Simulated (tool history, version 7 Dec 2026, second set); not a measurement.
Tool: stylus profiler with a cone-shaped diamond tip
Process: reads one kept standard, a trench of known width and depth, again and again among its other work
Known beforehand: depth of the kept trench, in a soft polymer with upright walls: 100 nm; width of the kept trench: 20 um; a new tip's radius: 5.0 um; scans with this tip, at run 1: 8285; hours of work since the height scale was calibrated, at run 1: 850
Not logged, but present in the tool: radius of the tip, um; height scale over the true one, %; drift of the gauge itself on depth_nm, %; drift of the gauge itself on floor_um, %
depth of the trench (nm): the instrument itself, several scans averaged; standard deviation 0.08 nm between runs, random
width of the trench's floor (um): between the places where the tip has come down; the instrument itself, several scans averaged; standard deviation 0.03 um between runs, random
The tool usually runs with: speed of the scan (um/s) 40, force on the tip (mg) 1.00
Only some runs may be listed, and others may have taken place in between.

run	hour	speed of the scan (um/s)	force on the tip (mg)	scans with this tip	hours of work since the height scale was calibrated	depth of the trench (nm)	width of the trench's floor (um)
1	0.0	40	1.00	8285	850	100.89	16.60
2	54.8	32	1.00	8505	872	100.94	16.62
3	123.6	32	1.00	8781	900	100.92	16.62
4	180.1	40	0.78	9008	924	100.76	16.48
5	233.8	40	0.78	9224	946	100.82	16.53
6	261.8	40	0.78	9336	957	100.80	16.50
7	295.6	40	0.78	9472	971	100.84	16.49
8	359.8	40	1.00	9729	998	101.14	16.52
9	426.4	40	1.00	9997	1025	101.01	16.41
10	480.0	40	1.00	10212	1047	100.88	16.43
11	540.7	40	1.00	10456	1072	101.06	16.37
12	583.9	40	1.00	10629	1090	100.98	16.39
13	621.5	40	2.65	10780	1105	101.41	16.50
14	685.2	40	1.00	11036	1132	100.99	16.38
15	717.6	102	1.00	11166	1145	101.12	16.06
16	759.8	52	1.00	11335	1162	101.12	16.24
17	812.1	40	1.00	11545	1184	101.07	16.29
18	879.9	10	1.00	11817	1212	101.09	16.43
19	936.9	40	1.00	12046	1235	101.04	16.22
20	986.7	40	1.00	12246	1256	101.21	16.27
21	1039.3	40	1.00	12457	1277	101.12	16.16
# hour 1061.6: new tip fitted, height scale calibrated
22	1081.1	40	0.81	78	8	100.33	17.76
23	1138.7	40	0.81	309	32	100.50	17.67
24	1190.4	110	1.40	517	53	100.66	17.47
25	1230.9	24	0.40	680	70	100.31	17.63
26	1287.2	24	0.40	906	93	100.35	17.64
27	1333.4	81	1.00	1091	112	100.61	17.47
28	1396.7	40	0.36	1345	138	100.20	17.42
29	1438.1	40	0.36	1511	155	100.49	17.43
30	1480.7	17	0.77	1683	173	100.51	17.58
31	1547.1	17	0.65	1949	200	100.53	17.52
32	1583.3	29	0.34	2094	215	100.47	17.41
33	1625.0	125	1.03	2262	232	100.79	17.08
34	1693.5	125	1.03	2537	260	100.62	17.03
35	1747.2	24	0.64	2753	282	100.57	17.38
36	1812.5	42	2.73	3015	309	101.18	17.33
37	1854.7	30	0.91	3184	327	100.68	17.35
38	1910.2	35	2.58	3407	349	101.25	17.36
39	1939.2	12	0.34	3523	361	100.45	17.33
40	1985.7	41	0.78	3710	380	100.80	17.23
41	2037.1	41	1.63	3916	402	100.93	17.23
42	2089.6	40	0.50	4127	423	100.63	17.04
43	2137.4	40	0.50	4319	443	100.53	17.07
44	2200.9	40	0.50	4574	469	100.45	17.03
45	2248.8	40	0.50	4766	489	100.70	17.03
46	2280.1	40	1.49	4892	502	100.88	17.11

Branching from run 46: 4 alternative next runs. What would each branch give?
A	2348.0	118	1.48	5165	530	?	?
B	2348.0	28	1.33	5165	530	?	?
C	2348.0	66	0.35	5165	530	?	?
D	2348.0	127	1.49	5165	530	?	?

run	depth of the trench (nm)	width of the trench's floor (um)
A	100.92	16.78
B	100.87	17.06
C	100.57	16.73
D	100.85	16.76
Stripped of hidden state, with their random variation kept, the same runs would have yielded:
run	depth of the trench (nm)	width of the trench's floor (um)
A	100.61	17.59
B	100.56	17.87
C	100.27	17.53
D	100.54	17.56
